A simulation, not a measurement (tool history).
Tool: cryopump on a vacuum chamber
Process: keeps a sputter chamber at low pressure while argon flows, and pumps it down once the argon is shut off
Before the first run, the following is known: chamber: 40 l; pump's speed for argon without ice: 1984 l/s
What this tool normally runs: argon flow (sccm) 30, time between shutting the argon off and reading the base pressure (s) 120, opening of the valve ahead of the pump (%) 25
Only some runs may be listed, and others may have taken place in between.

run   hour  argon flow (sccm)  time between shutting the argon off and reading the base pressure (s)  opening of the valve ahead of the pump (%)  pressure while argon flows (Pa)  pressure after the wait (uPa)
  1      0                 30                                                                    120                                          25                           0.1028                            0.4
  2   21.3                 30                                                                    120                                          25                           0.1027                           0.39
  3     43                 30                                                                    120                                          25                           0.1028                           0.41
  4   60.8                 30                                                                     86                                          25                           0.1036                           0.48
  5   75.4                 30                                                                     86                                          25                           0.1028                           0.51
  6   85.3                 30                                                                     86                                          25                           0.1029                           0.51
  7  107.1                 51                                                                    120                                          25                           0.1761                           0.41
  8  128.2                 30                                                                     82                                          25                           0.1035                           0.54
  9  147.6                 30                                                                     82                                          21                            0.122                           0.54
 10  167.2                 30                                                                    120                                          21                           0.1227                           0.46
 11  179.8                 30                                                                    120                                          21                           0.1242                           0.43
 12  194.4                 30                                                                    120                                          21                           0.1228                           0.48

Run 13 is up next; what results do you expect?
 13  208.8                 30                                                                    120                                          21                                ?                              ?

{"run 13": {"pressure while argon flows (Pa)": 0.1231, "pressure after the wait (uPa)": 0.46}}
Without the tool's hidden state the same run would have given pressure while argon flows (Pa) 0.1211, pressure after the wait (uPa) 0.32.

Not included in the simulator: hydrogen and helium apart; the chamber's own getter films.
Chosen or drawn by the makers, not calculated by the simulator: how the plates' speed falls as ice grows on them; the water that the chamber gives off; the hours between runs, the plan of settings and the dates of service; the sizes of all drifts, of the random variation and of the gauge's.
